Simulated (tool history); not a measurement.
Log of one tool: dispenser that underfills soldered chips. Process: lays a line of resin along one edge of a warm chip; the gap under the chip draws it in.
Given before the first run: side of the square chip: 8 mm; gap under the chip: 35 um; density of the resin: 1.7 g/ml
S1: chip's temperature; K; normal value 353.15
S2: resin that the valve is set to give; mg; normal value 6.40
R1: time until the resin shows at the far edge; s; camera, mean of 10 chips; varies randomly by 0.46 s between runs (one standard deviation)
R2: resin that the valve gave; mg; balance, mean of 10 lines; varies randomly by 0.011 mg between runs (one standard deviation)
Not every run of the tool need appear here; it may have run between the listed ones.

run   hour      S1    S2    R1    R2
  1    0.0  353.15  6.40  36.2  6.31
  2    3.4  353.15  6.40  41.6  6.32
  3    7.4  353.15  6.40  48.6  6.29
  4   10.8  353.15  6.40  56.3  6.29
      13.0  -- new syringe of resin
  5   14.2  353.15  7.20  37.6  7.05
  6   16.6  353.15  7.20  40.9  7.04
  7   19.3  353.15  7.20  46.0  7.04
  8   23.7  343.15  6.40  77.1  6.24
      26.2  -- new syringe of resin
  9   26.2  343.15  6.40  47.8  6.21
 10   29.7  343.15  6.40  56.0  6.23
 11   34.1  343.15  6.40  68.4  6.20
 12   36.8  343.15  6.40  74.6  6.19
      39.4  -- new syringe of resin
      40.7  -- dispensing valve cleaned and set on the balance
 13   41.8  343.15  6.40  51.0  6.36
 14   46.2  343.15  6.40  59.7  6.35
 15   49.4  360.15  6.40  41.1  6.34
 16   51.7  343.15  6.40  78.7  6.34
      53.4  -- new syringe of resin
 17   54.3  343.15  6.40  49.3  6.32
 18   57.4  343.15  6.40  57.2  6.31
 19   59.4  353.15  7.27  44.7  7.14
 20   62.6  367.15  7.44  33.2  7.34
 21   65.3  347.15  7.26  67.3  7.14
      66.4  -- new syringe of resin
 22   69.2  364.15  7.52  28.2  7.36
 23   73.2  364.15  7.52  33.2  7.36
 24   77.5  364.15  7.63  39.7  7.46
      79.4  -- new syringe of resin
 25   82.3  348.15  8.28  46.1  8.07
 26   85.3  348.15  8.28  52.9  8.04
 27   89.3  358.15  6.12  46.1  5.93
      92.8  -- new syringe of resin
 28   94.1  358.15  6.12  33.4  5.92
 29   97.0  360.15  6.93  33.9  6.68
     100.6  -- dispensing valve cleaned and set on the balance
 30  101.3  358.15  5.76  41.8  5.74
 31  105.0  355.15  6.17  52.9  6.15
     106.8  -- new syringe of resin
 32  107.5  345.15  8.16  45.8  8.09
 33  109.6  351.15  8.16  41.0  8.10
 34  113.1  340.15  7.94  67.3  7.86
 35  115.2  344.15  5.81  66.9  5.75
 36  117.7  341.15  7.32  81.2  7.24

Predict each of these 4 candidate next runs independently; none follows another, all start after run 36:
     119.9  -- new syringe of resin
  A  121.3  340.15  6.80   ?   ?
     119.9  -- new syringe of resin
  B  121.3  362.15  6.62   ?   ?
     119.9  -- new syringe of resin
  C  121.3  353.15  7.03   ?   ?
     119.9  -- new syringe of resin
  D  121.3  357.15  8.25   ?   ?

run    R1    R2
  A  56.1  6.72
  B  28.8  6.53
  C  37.2  6.92
  D  33.4  8.13
Without the tool's hidden state the same runs would have given:
run    R1    R2
  A  52.8  6.82
  B  27.1  6.63
  C  35.0  7.02
  D  31.5  8.25
